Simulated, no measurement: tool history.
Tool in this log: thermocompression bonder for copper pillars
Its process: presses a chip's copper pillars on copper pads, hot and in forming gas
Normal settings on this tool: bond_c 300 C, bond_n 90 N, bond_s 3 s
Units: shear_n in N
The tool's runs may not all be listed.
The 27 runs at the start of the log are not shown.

| run | hour | bond_c | bond_n | bond_s | hours of work since the heater was calibrated | hours of work since the force cell was calibrated | hours of work since the gas filter was changed | shear_n |
|---|---|---|---|---|---|---|---|---|
| 28 | 329.8 | 312 | 125 | 4 | 402 | 51 | 188 | 127.3 |
| 29 | 343.2 | 300 | 90 | 2 | 411 | 60 | 196 | 91.0 |
| 30 | 359.0 | 300 | 101 | 2 | 421 | 70 | 207 | 96.3 |
| 31 | 375.6 | 300 | 101 | 2 | 432 | 81 | 217 | 95.1 |
| 32 | 383.3 | 315 | 67 | 2 | 437 | 86 | 222 | 86.8 |
| 33 | 399.9 | 315 | 67 | 2 | 448 | 97 | 233 | 86.4 |
| 34 | 410.4 | 324 | 114 | 3 | 455 | 103 | 240 | 120.8 |
| 35 | 417.8 | 316 | 94 | 3 | 459 | 108 | 245 | 109.9 |
| 36 | 434.7 | 316 | 94 | 3 | 470 | 119 | 256 | 109.7 |
| 37 | 443.1 | 294 | 100 | 2 | 476 | 125 | 261 | 89.0 |
| 38 | 460.0 | 319 | 60 | 4 | 487 | 135 | 272 | 100.3 |
| 39 | 475.6 | 315 | 55 | 4 | 497 | 146 | 282 | 95.6 |
| 40 | 483.0 | 315 | 81 | 2 | 502 | 150 | 287 | 91.3 |

Predict each of these 4 candidate next runs independently; none follows another, all start after run 40:
| A | 500.4 | 315 | 62 | 2 | 513 | 162 | 298 | ? |
| B | 500.4 | 300 | 79 | 2 | 513 | 162 | 298 | ? |
| C | 500.4 | 322 | 90 | 3 | 513 | 162 | 298 | ? |
| D | 500.4 | 280 | 90 | 2 | 513 | 162 | 298 | ? |

| run | shear_n |
|---|---|
| A | 79.8 |
| B | 82.6 |
| C | 111.2 |
| D | 74.1 |
Stripped of hidden state, with their random variation kept, the same runs would have yielded:
| run | shear_n |
|---|---|
| A | 90.1 |
| B | 93.4 |
| C | 123.5 |
| D | 84.4 |

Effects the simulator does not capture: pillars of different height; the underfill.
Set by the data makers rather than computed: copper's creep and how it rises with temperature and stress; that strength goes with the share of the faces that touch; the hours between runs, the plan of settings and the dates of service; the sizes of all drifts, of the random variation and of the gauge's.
